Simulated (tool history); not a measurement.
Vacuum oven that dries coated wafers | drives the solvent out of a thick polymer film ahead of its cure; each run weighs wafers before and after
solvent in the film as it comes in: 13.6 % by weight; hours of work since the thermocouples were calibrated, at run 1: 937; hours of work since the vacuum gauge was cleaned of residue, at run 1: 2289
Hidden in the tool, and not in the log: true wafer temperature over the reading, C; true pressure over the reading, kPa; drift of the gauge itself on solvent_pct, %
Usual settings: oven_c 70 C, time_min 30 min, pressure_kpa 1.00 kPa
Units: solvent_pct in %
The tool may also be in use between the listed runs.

| run | hour | oven_c | time_min | pressure_kpa | hours of work since the thermocouples were calibrated | hours of work since the vacuum gauge was cleaned of residue | solvent_pct |
|---|---|---|---|---|---|---|---|
| 1 | 0.0 | 70 | 30 | 1.00 | 937 | 2289 | 2.34 |
| 2 | 82.4 | 70 | 23 | 1.00 | 998 | 2350 | 3.33 |
|  | 119.9 | oven's thermocouples calibrated |
| 3 | 182.4 | 70 | 30 | 1.00 | 46 | 2422 | 2.23 |
| 4 | 277.3 | 70 | 30 | 1.00 | 116 | 2492 | 2.35 |
| 5 | 325.1 | 70 | 30 | 1.00 | 151 | 2528 | 2.28 |
| 6 | 406.0 | 70 | 30 | 1.00 | 211 | 2587 | 2.39 |
| 7 | 479.3 | 70 | 37 | 1.00 | 265 | 2641 | 1.75 |
| 8 | 538.6 | 70 | 37 | 1.00 | 309 | 2685 | 1.71 |
| 9 | 624.2 | 70 | 30 | 1.00 | 372 | 2748 | 2.32 |
| 10 | 690.1 | 70 | 18 | 1.00 | 421 | 2797 | 4.09 |
| 11 | 771.4 | 70 | 28 | 1.00 | 481 | 2857 | 2.56 |
| 12 | 819.5 | 70 | 28 | 1.00 | 516 | 2893 | 2.60 |
| 13 | 869.5 | 70 | 30 | 1.00 | 553 | 2929 | 2.34 |
|  | 927.0 | vacuum gauge cleaned of residue and calibrated |
| 14 | 966.4 | 57 | 44 | 2.82 | 624 | 29 | 5.39 |
| 15 | 1060.9 | 70 | 30 | 1.29 | 693 | 99 | 2.48 |
| 16 | 1147.6 | 70 | 44 | 1.00 | 757 | 163 | 1.40 |
| 17 | 1193.3 | 59 | 17 | 1.29 | 791 | 196 | 7.05 |
| 18 | 1292.3 | 59 | 17 | 2.40 | 864 | 270 | 7.47 |
| 19 | 1374.8 | 69 | 34 | 1.91 | 925 | 330 | 2.65 |
| 20 | 1436.3 | 69 | 42 | 1.91 | 970 | 376 | 2.09 |
| 21 | 1483.3 | 70 | 30 | 2.18 | 1005 | 410 | 3.06 |
|  | 1513.2 | oven's thermocouples calibrated |
| 22 | 1529.9 | 70 | 30 | 2.18 | 12 | 443 | 2.87 |
| 23 | 1596.2 | 70 | 40 | 2.88 | 61 | 492 | 2.63 |
| 24 | 1666.7 | 61 | 41 | 0.72 | 113 | 544 | 2.92 |
| 25 | 1755.2 | 61 | 41 | 0.72 | 179 | 610 | 2.89 |
| 26 | 1836.2 | 61 | 41 | 0.72 | 238 | 669 | 2.93 |

How the hidden state differs across the entries between the runs, from the last listed run before each to the first after it:
Between runs 2 and 3: oven's thermocouples calibrated (hour 119.9)
  true wafer temperature over the reading, C: -0.05 -> 0.01
Between runs 13 and 14: vacuum gauge cleaned of residue and calibrated (hour 927.0)
  true wafer temperature over the reading, C: -0.02 -> -0.03; true pressure over the reading, kPa: 0.028 -> 0
Between runs 21 and 22: oven's thermocouples calibrated (hour 1513.2)
  true wafer temperature over the reading, C: -0.05 -> 0
